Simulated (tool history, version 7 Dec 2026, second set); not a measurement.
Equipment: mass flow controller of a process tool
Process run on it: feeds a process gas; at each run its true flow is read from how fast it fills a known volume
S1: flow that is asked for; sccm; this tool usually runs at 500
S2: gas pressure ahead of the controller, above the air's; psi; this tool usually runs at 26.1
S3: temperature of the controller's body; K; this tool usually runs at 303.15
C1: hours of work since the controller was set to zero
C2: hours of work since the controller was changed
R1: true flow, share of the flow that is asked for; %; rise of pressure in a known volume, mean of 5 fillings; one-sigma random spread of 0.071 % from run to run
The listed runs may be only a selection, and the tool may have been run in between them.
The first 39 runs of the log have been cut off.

{"run": 40, "hour": 7836.3, "S1": 808, "S2": 26.1, "S3": 303.15, "C1": 6485, "C2": 6485, "R1": 100.28}
{"run": 41, "hour": 8085.6, "S1": 429, "S2": 36.1, "S3": 305.15, "C1": 6668, "C2": 6668, "R1": 99.99}
{"run": 42, "hour": 8277.3, "S1": 429, "S2": 36.1, "S3": 305.15, "C1": 6808, "C2": 6808, "R1": 99.99}
{"run": 43, "hour": 8526.6, "S1": 429, "S2": 36.1, "S3": 305.15, "C1": 6992, "C2": 6992, "R1": 100.2}
{"run": 44, "hour": 8706.4, "S1": 429, "S2": 36.1, "S3": 305.15, "C1": 7124, "C2": 7124, "R1": 99.93}
{"run": 45, "hour": 8956.6, "S1": 225, "S2": 36.1, "S3": 295.15, "C1": 7307, "C2": 7307, "R1": 98.79}
{"run": 46, "hour": 9237.9, "S1": 225, "S2": 36.1, "S3": 295.15, "C1": 7514, "C2": 7514, "R1": 98.61}
{"run": 47, "hour": 9483.2, "S1": 253, "S2": 20.7, "S3": 309.15, "C1": 7694, "C2": 7694, "R1": 100.05}

Consider 3 possible next runs. They are alternatives, not a sequence: every one starts from the tool as it was left by run 47. What does each give?
{"run": "A", "hour": 9736.8, "S1": 471, "S2": 20.9, "S3": 303.15, "C1": 7881, "C2": 7881, "R1": "?"}
{"run": "B", "hour": 9736.8, "S1": 142, "S2": 20.5, "S3": 311.15, "C1": 7881, "C2": 7881, "R1": "?"}
{"run": "C", "hour": 9736.8, "S1": 158, "S2": 26.1, "S3": 303.15, "C1": 7881, "C2": 7881, "R1": "?"}

run=A R1=99.62
run=B R1=99.97
run=C R1=99.46
What these runs would have given with no unlogged condition in the tool:
run=A R1=99.62
run=B R1=99.94
run=C R1=99.44
